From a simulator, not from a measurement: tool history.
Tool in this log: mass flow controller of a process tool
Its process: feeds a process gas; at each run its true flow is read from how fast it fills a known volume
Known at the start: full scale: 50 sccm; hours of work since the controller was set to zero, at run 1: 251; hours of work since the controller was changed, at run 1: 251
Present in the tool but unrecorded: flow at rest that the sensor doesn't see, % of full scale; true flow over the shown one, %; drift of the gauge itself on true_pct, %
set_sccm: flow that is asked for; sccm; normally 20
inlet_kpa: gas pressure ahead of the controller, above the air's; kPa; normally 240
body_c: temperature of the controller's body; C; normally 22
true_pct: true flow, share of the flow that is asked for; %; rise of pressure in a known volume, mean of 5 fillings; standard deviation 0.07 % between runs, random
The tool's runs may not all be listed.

run    hour  set_sccm  inlet_kpa  body_c  hours of work since the controller was set to zero  hours of work since the controller was changed  true_pct
  1       0        20        240      22                                                 251                                             251     99.29
  2   104.3        20        240      22                                                 304                                             304      99.4
  3   170.6        37        240      22                                                 338                                             338     99.67
  4   226.4        37        240      22                                                 367                                             367     99.76
  5   278.9        37        240      22                                                 394                                             394     99.71
  6   375.6        37        240      22                                                 443                                             443     99.72
  7   500.3        37        240      22                                                 507                                             507     99.62
  8   574.7        37        240      22                                                 545                                             545     99.62
  9   677.5        20        153      21                                                 598                                             598     99.63
 10     784        20        237      36                                                 652                                             652     97.93
 11   847.5        20        237      36                                                 685                                             685     97.69
 12   945.8        20        237      36                                                 735                                             735      97.7
 13  1038.8         5        268      36                                                 782                                             782     97.28
 14    1155         6        189      33                                                 842                                             842     97.82

What if the next run were any one of these 3? Each begins from the tool's condition after run 14:
  A  1230.6         6        159      22                                                 881                                             881         ?
  B  1230.6         6        189      32                                                 881                                             881         ?
  C  1230.6         6        161      28                                                 881                                             881         ?

run  true_pct
  A     98.99
  B     97.92
  C     98.46
Had the tool no hidden state, the same runs would have come out as:
run  true_pct
  A     99.39
  B     98.32
  C     98.86
